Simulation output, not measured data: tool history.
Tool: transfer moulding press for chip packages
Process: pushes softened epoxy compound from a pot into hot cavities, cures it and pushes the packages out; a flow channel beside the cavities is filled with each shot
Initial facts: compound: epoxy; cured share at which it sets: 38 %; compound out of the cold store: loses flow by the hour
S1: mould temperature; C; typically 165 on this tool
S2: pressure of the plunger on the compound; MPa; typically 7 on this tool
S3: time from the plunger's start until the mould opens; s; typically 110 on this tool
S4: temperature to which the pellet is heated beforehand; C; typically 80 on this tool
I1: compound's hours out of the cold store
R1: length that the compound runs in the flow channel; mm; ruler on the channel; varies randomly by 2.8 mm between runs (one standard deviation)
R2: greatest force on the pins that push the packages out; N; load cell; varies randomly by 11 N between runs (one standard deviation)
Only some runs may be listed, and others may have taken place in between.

run 1 hour=0 | S1=165 S2=7 S3=110 S4=80 | I1=15.6 | R1=1001 R2=660
-- hour=6.9 cavities cleaned with cleaning compound and waxed
run 2 hour=21.1 | S1=165 S2=7 S3=110 S4=80 | I1=40.6 | R1=885 R2=731
run 3 hour=51.7 | S1=165 S2=7 S3=110 S4=80 | I1=36.9 | R1=893 R2=754
-- hour=71.4 cavities cleaned with cleaning compound and waxed, once more
run 4 hour=80.7 | S1=165 S2=7 S3=110 S4=80 | I1=18.6 | R1=981 R2=564
run 5 hour=104.9 | S1=165 S2=7 S3=110 S4=80 | I1=46.1 | R1=850 R2=577
run 6 hour=124.6 | S1=165 S2=7 S3=110 S4=80 | I1=24.3 | R1=945 R2=667
-- hour=146.8 cavities cleaned with cleaning compound and waxed
run 7 hour=155.2 | S1=166 S2=5.63 S3=111 S4=75 | I1=10.8 | R1=906 R2=546
run 8 hour=183.7 | S1=158 S2=7 S3=110 S4=77 | I1=25 | R1=958 R2=1001
run 9 hour=210.5 | S1=158 S2=7 S3=110 S4=77 | I1=31.7 | R1=921 R2=1056
-- hour=224.2 cavities cleaned with cleaning compound and waxed
run 10 hour=230.9 | S1=158 S2=7 S3=110 S4=77 | I1=38.2 | R1=892 R2=814

3 options for the next run, each taken on its own from the tool as it stands now. Forecast them:
run A hour=254.8 | S1=165 S2=5.45 S3=110 S4=88 | I1=43.3 | R1=? R2=?
run B hour=254.8 | S1=158 S2=6.01 S3=144 S4=82 | I1=13.4 | R1=? R2=?
run C hour=254.8 | S1=163 S2=7 S3=101 S4=77 | I1=8 | R1=? R2=?

run=A R1=742 R2=581
run=B R1=937 R2=601
run=C R1=1022 R2=857
With no hidden state in the tool, these same runs would have given:
run=A R1=767 R2=487
run=B R1=968 R2=503
run=C R1=1056 R2=714

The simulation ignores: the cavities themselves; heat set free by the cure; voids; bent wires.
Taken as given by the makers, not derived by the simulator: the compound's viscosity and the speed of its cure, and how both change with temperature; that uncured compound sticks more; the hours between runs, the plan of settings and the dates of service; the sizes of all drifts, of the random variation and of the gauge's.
